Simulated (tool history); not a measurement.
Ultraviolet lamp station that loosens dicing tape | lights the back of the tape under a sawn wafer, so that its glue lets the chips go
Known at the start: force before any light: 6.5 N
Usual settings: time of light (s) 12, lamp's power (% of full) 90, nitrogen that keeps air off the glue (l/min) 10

run	day	time of light (s)	lamp's power (% of full)	nitrogen that keeps air off the glue (l/min)	force that peels the tape off (N)	light that reached the tape (mJ/cm²)
1	0.000	12	90	10	0.469	611
2	2.708	12	90	10	0.451	616
3	5.888	12	90	10	0.451	614
4	8.712	12	90	10	0.466	617
5	12.246	12	90	10	0.491	616
6	14.000	8	90	10	0.967	412
7	15.996	8	68	10	1.479	313
8	19.446	8	68	10	1.470	313
# day 21.208: window cleaned of glue's vapour
9	22.571	8	64	10	1.625	290
10	24.588	12	90	10	0.477	620
11	26.208	12	90	10	0.459	632
12	29.212	12	90	10	0.454	621
13	32.188	12	90	10	0.477	622
14	35.079	12	90	10	0.461	625
15	37.275	12	90	10	0.447	628
16	39.504	12	90	10	0.469	631
17	41.629	12	90	10	0.462	629
18	44.275	12	90	10	0.463	624
19	47.612	12	90	10	0.476	625
20	49.612	12	90	10	0.476	629
21	52.075	12	90	3	1.078	634
# day 53.492: window cleaned of glue's vapour
22	54.400	12	70	3	1.680	487
# day 55.025: gauge calibrated
23	58.033	15	85	6	0.496	718
24	61.283	15	85	6	0.472	726
25	63.854	15	85	6	0.487	730
26	65.812	10	65	6	1.556	373
27	68.033	15	64	3	1.347	544
28	70.171	17	66	7	0.567	643
29	73.817	13	65	10	0.750	487
30	76.467	13	65	10	0.706	483
31	79.146	7	100	4	1.770	405
32	81.292	7	100	4	1.782	401
33	82.808	7	100	19	0.719	399
34	85.075	7	100	19	0.705	402
# day 85.692: window cleaned of glue's vapour
35	86.854	7	100	19	0.709	404
36	89.296	7	79	7	1.883	321
37	91.996	7	79	7	1.824	321
38	93.838	13	79	4	0.981	591

The next listed run, before its measurement:
39	95.629	18	91	17	?	?

force that peels the tape off (N): 0.207
light that reached the tape (mJ/cm²): 955
Without the tool's hidden state the same run would have given force that peels the tape off (N) 0.207, light that reached the tape (mJ/cm²) 935.
